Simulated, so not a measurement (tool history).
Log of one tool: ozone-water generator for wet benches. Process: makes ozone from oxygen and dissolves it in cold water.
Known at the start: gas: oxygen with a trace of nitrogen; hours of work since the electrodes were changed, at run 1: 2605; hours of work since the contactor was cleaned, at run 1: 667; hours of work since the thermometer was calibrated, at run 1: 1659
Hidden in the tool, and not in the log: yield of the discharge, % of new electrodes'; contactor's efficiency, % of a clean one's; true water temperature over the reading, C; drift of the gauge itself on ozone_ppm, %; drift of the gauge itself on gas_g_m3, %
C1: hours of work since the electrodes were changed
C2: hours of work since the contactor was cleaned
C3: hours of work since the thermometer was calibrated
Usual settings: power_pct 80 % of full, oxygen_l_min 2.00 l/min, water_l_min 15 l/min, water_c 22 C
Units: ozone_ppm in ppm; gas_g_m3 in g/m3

Run 1, day 0.000: usual settings; C1 2605; C2 667; C3 1659. Result: ozone_ppm 15.1 ppm, gas_g_m3 212.2 g/m3.
Run 2, day 5.254: usual settings; C1 2690; C2 752; C3 1745. Result: ozone_ppm 14.9 ppm, gas_g_m3 212.4 g/m3.
Run 3, day 12.554: usual settings; C1 2809; C2 871; C3 1864. Result: ozone_ppm 15.2 ppm, gas_g_m3 208.8 g/m3.
Run 4, day 19.154: usual settings; C1 2917; C2 979; C3 1971. Result: ozone_ppm 15.0 ppm, gas_g_m3 207.2 g/m3.
Run 5, day 24.800: usual settings; C1 3009; C2 1071; C3 2063. Result: ozone_ppm 15.1 ppm, gas_g_m3 211.0 g/m3.
Run 6, day 28.817: usual settings; C1 3074; C2 1136; C3 2129. Result: ozone_ppm 14.7 ppm, gas_g_m3 205.8 g/m3.
Run 7, day 34.250: usual settings but oxygen_l_min 1.25 l/min; C1 3163; C2 1225; C3 2217. Result: ozone_ppm 13.6 ppm, gas_g_m3 264.5 g/m3.
Run 8, day 37.688: usual settings but oxygen_l_min 1.25 l/min; C1 3219; C2 1281; C3 2273. Result: ozone_ppm 13.4 ppm, gas_g_m3 262.9 g/m3.
Run 9, day 42.258: usual settings but oxygen_l_min 1.25 l/min; C1 3293; C2 1355; C3 2348. Result: ozone_ppm 13.4 ppm, gas_g_m3 263.2 g/m3.
Run 10, day 46.133: usual settings but oxygen_l_min 1.25 l/min; C1 3357; C2 1418; C3 2411. Result: ozone_ppm 13.3 ppm, gas_g_m3 263.7 g/m3.
At day 46.958: contactor cleaned.
Run 11, day 51.100: usual settings but oxygen_l_min 1.19 l/min; C1 3435; C2 67; C3 2489. Result: ozone_ppm 12.8 ppm, gas_g_m3 267.9 g/m3.
Run 12, day 56.017: usual settings but oxygen_l_min 1.19 l/min; C1 3515; C2 148; C3 2569. Result: ozone_ppm 12.9 ppm, gas_g_m3 268.3 g/m3.
At day 62.221: contactor cleaned, once more.
Run 13, day 63.429: usual settings but oxygen_l_min 1.19 l/min; C1 3633; C2 20; C3 2687. Result: ozone_ppm 12.9 ppm, gas_g_m3 266.3 g/m3.
At day 66.625: water thermometer calibrated.
Run 14, day 68.767: usual settings but water_c 26 C; C1 3720; C2 106; C3 35. Result: ozone_ppm 14.4 ppm, gas_g_m3 202.6 g/m3.
Run 15, day 75.138: usual settings but power_pct 57 % of full, oxygen_l_min 2.35 l/min, water_l_min 20 l/min, water_c 19 C; C1 3823; C2 210; C3 139. Result: ozone_ppm 9.3 ppm, gas_g_m3 147.4 g/m3.
Run 16, day 80.425: usual settings but power_pct 57 % of full, oxygen_l_min 1.81 l/min, water_l_min 20 l/min, water_c 17 C; C1 3910; C2 296; C3 225. Result: ozone_ppm 9.1 ppm, gas_g_m3 165.2 g/m3.
Run 17, day 85.975: usual settings but water_c 24 C; C1 4000; C2 387; C3 315. Result: ozone_ppm 14.5 ppm, gas_g_m3 206.0 g/m3.
Run 18, day 92.588: usual settings but water_c 24 C; C1 4108; C2 494; C3 423. Result: ozone_ppm 14.3 ppm, gas_g_m3 204.0 g/m3.
Run 19, day 100.092: usual settings but power_pct 78 % of full, water_c 18 C; C1 4230; C2 617; C3 545. Result: ozone_ppm 15.0 ppm, gas_g_m3 199.9 g/m3.
Run 20, day 107.408: usual settings but power_pct 78 % of full, water_l_min 16 l/min, water_c 25 C; C1 4349; C2 736; C3 665. Result: ozone_ppm 12.9 ppm, gas_g_m3 198.6 g/m3.
Run 21, day 111.917: usual settings but power_pct 78 % of full, water_l_min 14 l/min, water_c 18 C; C1 4423; C2 809; C3 738. Result: ozone_ppm 15.9 ppm, gas_g_m3 199.4 g/m3.
Run 22, day 116.517: usual settings but power_pct 57 % of full, oxygen_l_min 1.99 l/min, water_l_min 14 l/min, water_c 18 C; C1 4498; C2 884; C3 813. Result: ozone_ppm 12.3 ppm, gas_g_m3 158.2 g/m3.

Run 23 comes next. What will it give?
Run 23, day 122.379: usual settings but power_pct 53 % of full, water_l_min 12 l/min, water_c 26 C; C1 4593; C2 980; C3 908. Result: ozone_ppm ?, gas_g_m3 ?.

{"run 23": {"ozone_ppm": 12.4, "gas_g_m3": 146.4}}
Without the tool's hidden state the same run would have given ozone_ppm 13.5 ppm, gas_g_m3 158.0 g/m3.
